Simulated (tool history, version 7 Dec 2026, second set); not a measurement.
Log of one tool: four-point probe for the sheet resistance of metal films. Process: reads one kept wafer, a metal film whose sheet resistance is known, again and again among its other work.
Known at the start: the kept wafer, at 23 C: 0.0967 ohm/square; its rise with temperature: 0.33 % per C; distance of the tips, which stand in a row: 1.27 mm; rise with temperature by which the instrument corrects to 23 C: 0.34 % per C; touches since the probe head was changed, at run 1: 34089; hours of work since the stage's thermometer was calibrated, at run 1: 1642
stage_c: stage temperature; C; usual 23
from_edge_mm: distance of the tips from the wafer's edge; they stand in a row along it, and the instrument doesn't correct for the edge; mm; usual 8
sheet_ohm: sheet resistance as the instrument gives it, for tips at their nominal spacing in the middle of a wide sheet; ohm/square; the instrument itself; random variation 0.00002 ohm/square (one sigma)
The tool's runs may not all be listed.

| run | hour | stage_c | from_edge_mm | touches since the probe head was changed | hours of work since the stage's thermometer was calibrated | sheet_ohm |
|---|---|---|---|---|---|---|
| 1 | 0.0 | 23 | 8 | 34089 | 1642 | 0.097594 |
| 2 | 20.4 | 23 | 8 | 35103 | 1658 | 0.097617 |
| 3 | 32.4 | 23 | 8 | 35695 | 1667 | 0.097620 |
| 4 | 45.0 | 23 | 32 | 36320 | 1677 | 0.096382 |
| 5 | 59.6 | 23 | 8 | 37045 | 1689 | 0.097584 |
| 6 | 77.6 | 23 | 46 | 37939 | 1703 | 0.096313 |
| 7 | 89.4 | 23 | 46 | 38523 | 1712 | 0.096326 |
| 8 | 107.5 | 23 | 46 | 39420 | 1727 | 0.096321 |
| 9 | 128.0 | 23 | 46 | 40435 | 1743 | 0.096334 |
| 10 | 146.7 | 23 | 46 | 41365 | 1758 | 0.096288 |
| 11 | 168.6 | 23 | 10 | 42452 | 1775 | 0.097106 |
| 12 | 179.2 | 27 | 10 | 42978 | 1783 | 0.097047 |
| 13 | 196.6 | 27 | 10 | 43838 | 1797 | 0.097043 |
| 14 | 213.1 | 27 | 10 | 44657 | 1810 | 0.097044 |
| 15 | 223.7 | 27 | 10 | 45183 | 1818 | 0.097039 |
| 16 | 245.5 | 27 | 10 | 46264 | 1836 | 0.097022 |
| 17 | 259.5 | 27 | 10 | 46960 | 1847 | 0.097015 |
| 18 | 280.8 | 27 | 10 | 48017 | 1863 | 0.097024 |
| 19 | 296.7 | 28 | 14 | 48805 | 1876 | 0.096582 |
| 20 | 313.6 | 27 | 8 | 49641 | 1889 | 0.097461 |
| 21 | 325.9 | 27 | 8 | 50255 | 1899 | 0.097450 |
| 22 | 350.2 | 23 | 29 | 51458 | 1918 | 0.096250 |
| 23 | 360.3 | 30 | 7 | 51960 | 1926 | 0.097793 |
| 24 | 371.6 | 31 | 8 | 52522 | 1935 | 0.097375 |
| 25 | 385.7 | 30 | 3 | 53218 | 1946 | 0.104540 |
| 26 | 405.9 | 21 | 7 | 54221 | 1962 | 0.097892 |
| 27 | 420.2 | 21 | 7 | 54929 | 1974 | 0.097863 |
| 28 | 442.9 | 32 | 3 | 56059 | 1992 | 0.104451 |
| 29 | 465.2 | 32 | 3 | 57163 | 2009 | 0.104445 |
| 30 | 481.8 | 27 | 11 | 57986 | 2022 | 0.096809 |
| 31 | 500.0 | 21 | 41 | 58887 | 2037 | 0.096205 |
| 32 | 512.5 | 21 | 41 | 59509 | 2047 | 0.096191 |
| 33 | 532.6 | 29 | 4 | 60503 | 2062 | 0.101012 |
| 34 | 543.8 | 31 | 8 | 61063 | 2071 | 0.097330 |
| 35 | 564.5 | 31 | 8 | 62087 | 2088 | 0.097338 |
| 36 | 578.7 | 28 | 5 | 62790 | 2099 | 0.099292 |

The same runs without the tool's hidden state, with the same run-to-run variation:
The hidden state here: inner tips' distance over the nominal, %; tips' flats over new ones', %; wafer's true temperature over the reading, C; drift of the gauge itself on sheet_ohm, %.
| run | sheet_ohm |
|---|---|
| 1 | 0.097973 |
| 2 | 0.098003 |
| 3 | 0.098010 |
| 4 | 0.096773 |
| 5 | 0.097985 |
| 6 | 0.096716 |
| 7 | 0.096732 |
| 8 | 0.096735 |
| 9 | 0.096755 |
| 10 | 0.096716 |
| 11 | 0.097545 |
| 12 | 0.097488 |
| 13 | 0.097491 |
| 14 | 0.097498 |
| 15 | 0.097497 |
| 16 | 0.097487 |
| 17 | 0.097485 |
| 18 | 0.097503 |
| 19 | 0.097065 |
| 20 | 0.097954 |
| 21 | 0.097948 |
| 22 | 0.096751 |
| 23 | 0.098304 |
| 24 | 0.097888 |
| 25 | 0.105093 |
| 26 | 0.098422 |
| 27 | 0.098399 |
| 28 | 0.105027 |
| 29 | 0.105029 |
| 30 | 0.097361 |
| 31 | 0.096762 |
| 32 | 0.096753 |
| 33 | 0.101604 |
| 34 | 0.097906 |
| 35 | 0.097922 |
| 36 | 0.099894 |

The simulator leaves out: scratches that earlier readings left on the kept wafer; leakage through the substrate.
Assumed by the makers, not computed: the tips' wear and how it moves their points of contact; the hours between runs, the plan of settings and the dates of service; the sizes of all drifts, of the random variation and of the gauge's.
